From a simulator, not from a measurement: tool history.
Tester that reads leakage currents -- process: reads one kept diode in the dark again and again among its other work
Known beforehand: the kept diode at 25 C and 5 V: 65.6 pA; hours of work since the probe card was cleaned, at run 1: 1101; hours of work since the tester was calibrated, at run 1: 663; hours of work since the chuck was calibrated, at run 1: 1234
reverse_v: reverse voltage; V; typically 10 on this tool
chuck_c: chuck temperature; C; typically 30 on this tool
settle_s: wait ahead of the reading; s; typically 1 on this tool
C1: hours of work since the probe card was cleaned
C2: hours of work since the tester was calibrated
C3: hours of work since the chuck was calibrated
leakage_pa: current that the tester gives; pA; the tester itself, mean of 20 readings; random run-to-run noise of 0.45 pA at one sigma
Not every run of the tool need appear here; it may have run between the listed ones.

{"run": 1, "hour": 0.0, "reverse_v": 10, "chuck_c": 30, "settle_s": 1, "C1": 1101, "C2": 663, "C3": 1234, "leakage_pa": 177.75}
{"run": 2, "hour": 19.2, "reverse_v": 10, "chuck_c": 24, "settle_s": 1, "C1": 1114, "C2": 676, "C3": 1247, "leakage_pa": 108.61}
{"run": 3, "hour": 43.1, "reverse_v": 10, "chuck_c": 24, "settle_s": 1, "C1": 1130, "C2": 692, "C3": 1262, "leakage_pa": 108.04}
{"run": 4, "hour": 79.1, "reverse_v": 10, "chuck_c": 24, "settle_s": 1, "C1": 1154, "C2": 716, "C3": 1286, "leakage_pa": 109.67}
{"run": 5, "hour": 112.8, "reverse_v": 10, "chuck_c": 24, "settle_s": 1, "C1": 1176, "C2": 738, "C3": 1308, "leakage_pa": 109.74}
{"run": 6, "hour": 150.0, "reverse_v": 10, "chuck_c": 30, "settle_s": 0.38, "C1": 1200, "C2": 762, "C3": 1333, "leakage_pa": 182.83}
{"run": 7, "hour": 178.9, "reverse_v": 1.4, "chuck_c": 30, "settle_s": 0.38, "C1": 1219, "C2": 781, "C3": 1352, "leakage_pa": 65.01}
{"run": 8, "hour": 204.4, "reverse_v": 1.4, "chuck_c": 30, "settle_s": 0.38, "C1": 1236, "C2": 798, "C3": 1369, "leakage_pa": 65.07}
{"run": 9, "hour": 240.9, "reverse_v": 1.4, "chuck_c": 30, "settle_s": 0.38, "C1": 1260, "C2": 822, "C3": 1393, "leakage_pa": 64.69}
{"run": 10, "hour": 277.9, "reverse_v": 1.4, "chuck_c": 30, "settle_s": 0.38, "C1": 1285, "C2": 847, "C3": 1417, "leakage_pa": 65.47}
{"run": 11, "hour": 303.1, "reverse_v": 10, "chuck_c": 30, "settle_s": 1, "C1": 1301, "C2": 863, "C3": 1434, "leakage_pa": 183.54}
{"run": 12, "hour": 325.3, "reverse_v": 10, "chuck_c": 30, "settle_s": 1, "C1": 1316, "C2": 878, "C3": 1449, "leakage_pa": 183.38}
{"run": 13, "hour": 349.1, "reverse_v": 1, "chuck_c": 30, "settle_s": 1, "C1": 1332, "C2": 894, "C3": 1464, "leakage_pa": 54.75}
{"run": 14, "hour": 376.0, "reverse_v": 1, "chuck_c": 30, "settle_s": 1, "C1": 1350, "C2": 911, "C3": 1482, "leakage_pa": 54.89}
{"run": 15, "hour": 413.8, "reverse_v": 1, "chuck_c": 30, "settle_s": 1, "C1": 1374, "C2": 936, "C3": 1507, "leakage_pa": 55.78}
{"run": 16, "hour": 448.7, "reverse_v": 1, "chuck_c": 30, "settle_s": 1, "C1": 1398, "C2": 959, "C3": 1530, "leakage_pa": 55.46}
{"run": 17, "hour": 475.7, "reverse_v": 10, "chuck_c": 30, "settle_s": 1, "C1": 1415, "C2": 977, "C3": 1548, "leakage_pa": 187.07}
{"run": 18, "hour": 509.7, "reverse_v": 10, "chuck_c": 30, "settle_s": 1, "C1": 1438, "C2": 1000, "C3": 1570, "leakage_pa": 187.21}
{"run": 19, "hour": 525.6, "reverse_v": 10, "chuck_c": 27, "settle_s": 1, "C1": 1448, "C2": 1010, "C3": 1581, "leakage_pa": 147.48}
{"run": 20, "hour": 550.0, "reverse_v": 10, "chuck_c": 30, "settle_s": 9.33, "C1": 1464, "C2": 1026, "C3": 1597, "leakage_pa": 187.14}
{"run": 21, "hour": 581.3, "reverse_v": 10, "chuck_c": 30, "settle_s": 1, "C1": 1485, "C2": 1047, "C3": 1618, "leakage_pa": 188.99}
{"run": 22, "hour": 611.1, "reverse_v": 14.2, "chuck_c": 30, "settle_s": 3.75, "C1": 1505, "C2": 1067, "C3": 1637, "leakage_pa": 226.83}
{"run": 23, "hour": 637.2, "reverse_v": 14.2, "chuck_c": 30, "settle_s": 3.75, "C1": 1522, "C2": 1084, "C3": 1654, "leakage_pa": 228.19}
{"run": 24, "hour": 674.5, "reverse_v": 1.8, "chuck_c": 38, "settle_s": 0.37, "C1": 1547, "C2": 1108, "C3": 1679, "leakage_pa": 148.77}
{"hour": 688.7, "done": "chuck's temperature calibrated"}
{"run": 25, "hour": 712.2, "reverse_v": 1.8, "chuck_c": 38, "settle_s": 0.37, "C1": 1570, "C2": 1132, "C3": 16, "leakage_pa": 122.12}
{"run": 26, "hour": 748.3, "reverse_v": 10, "chuck_c": 30, "settle_s": 3.56, "C1": 1594, "C2": 1156, "C3": 39, "leakage_pa": 155.75}
{"run": 27, "hour": 765.9, "reverse_v": 10, "chuck_c": 30, "settle_s": 3.56, "C1": 1605, "C2": 1167, "C3": 51, "leakage_pa": 155.85}
{"run": 28, "hour": 794.7, "reverse_v": 19.1, "chuck_c": 30, "settle_s": 1.53, "C1": 1625, "C2": 1186, "C3": 70, "leakage_pa": 224.74}
{"run": 29, "hour": 816.7, "reverse_v": 2.9, "chuck_c": 28, "settle_s": 1, "C1": 1639, "C2": 1201, "C3": 84, "leakage_pa": 68.37}
{"run": 30, "hour": 840.0, "reverse_v": 1.9, "chuck_c": 30, "settle_s": 9.02, "C1": 1654, "C2": 1216, "C3": 100, "leakage_pa": 65.13}
{"run": 31, "hour": 858.0, "reverse_v": 1.9, "chuck_c": 30, "settle_s": 9.02, "C1": 1666, "C2": 1228, "C3": 112, "leakage_pa": 64.88}
{"run": 32, "hour": 885.6, "reverse_v": 1.9, "chuck_c": 30, "settle_s": 9.02, "C1": 1685, "C2": 1246, "C3": 130, "leakage_pa": 64.68}
{"run": 33, "hour": 917.7, "reverse_v": 1.9, "chuck_c": 30, "settle_s": 9.02, "C1": 1706, "C2": 1268, "C3": 151, "leakage_pa": 65.16}
{"run": 34, "hour": 941.9, "reverse_v": 2.2, "chuck_c": 20, "settle_s": 0.69, "C1": 1722, "C2": 1284, "C3": 167, "leakage_pa": 30.41}
{"hour": 964.9, "done": "probe card cleaned and baked"}
{"run": 35, "hour": 968.5, "reverse_v": 2.2, "chuck_c": 20, "settle_s": 0.69, "C1": 2, "C2": 1299, "C3": 183, "leakage_pa": 28.13}
{"run": 36, "hour": 994.4, "reverse_v": 7, "chuck_c": 27, "settle_s": 1.04, "C1": 19, "C2": 1316, "C3": 200, "leakage_pa": 95}
{"run": 37, "hour": 1029.5, "reverse_v": 7, "chuck_c": 50, "settle_s": 2.06, "C1": 43, "C2": 1339, "C3": 223, "leakage_pa": 642.61}
{"run": 38, "hour": 1048.0, "reverse_v": 10, "chuck_c": 33, "settle_s": 1.77, "C1": 55, "C2": 1352, "C3": 235, "leakage_pa": 193.98}
{"run": 39, "hour": 1079.5, "reverse_v": 10, "chuck_c": 24, "settle_s": 0.65, "C1": 76, "C2": 1372, "C3": 256, "leakage_pa": 89.86}
{"run": 40, "hour": 1109.1, "reverse_v": 10, "chuck_c": 24, "settle_s": 0.65, "C1": 95, "C2": 1392, "C3": 275, "leakage_pa": 90.31}
{"run": 41, "hour": 1140.0, "reverse_v": 10, "chuck_c": 21, "settle_s": 9.27, "C1": 116, "C2": 1412, "C3": 296, "leakage_pa": 67.06}

Run by run, hidden condition taken away, random variation retained:
Hidden state present: stray current of the dirty probe card, pA a volt; current scale over the true one, %; true chuck temperature over the reading, C; drift of the gauge itself on leakage_pa, %.
run=1 leakage_pa=147.37
run=2 leakage_pa=86.99
run=3 leakage_pa=86.29
run=4 leakage_pa=87.25
run=5 leakage_pa=86.96
run=6 leakage_pa=149.82
run=7 leakage_pa=54.43
run=8 leakage_pa=54.37
run=9 leakage_pa=53.92
run=10 leakage_pa=54.37
run=11 leakage_pa=147.75
run=12 leakage_pa=147.28
run=13 leakage_pa=45.26
run=14 leakage_pa=45.26
run=15 leakage_pa=45.85
run=16 leakage_pa=45.43
run=17 leakage_pa=148.01
run=18 leakage_pa=147.65
run=19 leakage_pa=114.05
run=20 leakage_pa=146.71
run=21 leakage_pa=148.03
run=22 leakage_pa=175.12
run=23 leakage_pa=175.69
run=24 leakage_pa=121.58
run=25 leakage_pa=121.77
run=26 leakage_pa=146.8
run=27 leakage_pa=146.62
run=28 leakage_pa=205.74
run=29 leakage_pa=65.58
run=30 leakage_pa=63.24
run=31 leakage_pa=62.9
run=32 leakage_pa=62.56
run=33 leakage_pa=62.83
run=34 leakage_pa=27.79
run=35 leakage_pa=27.89
run=36 leakage_pa=93.99
run=37 leakage_pa=636.14
run=38 leakage_pa=191.13
run=39 leakage_pa=87.95
run=40 leakage_pa=88.09
run=41 leakage_pa=64.89

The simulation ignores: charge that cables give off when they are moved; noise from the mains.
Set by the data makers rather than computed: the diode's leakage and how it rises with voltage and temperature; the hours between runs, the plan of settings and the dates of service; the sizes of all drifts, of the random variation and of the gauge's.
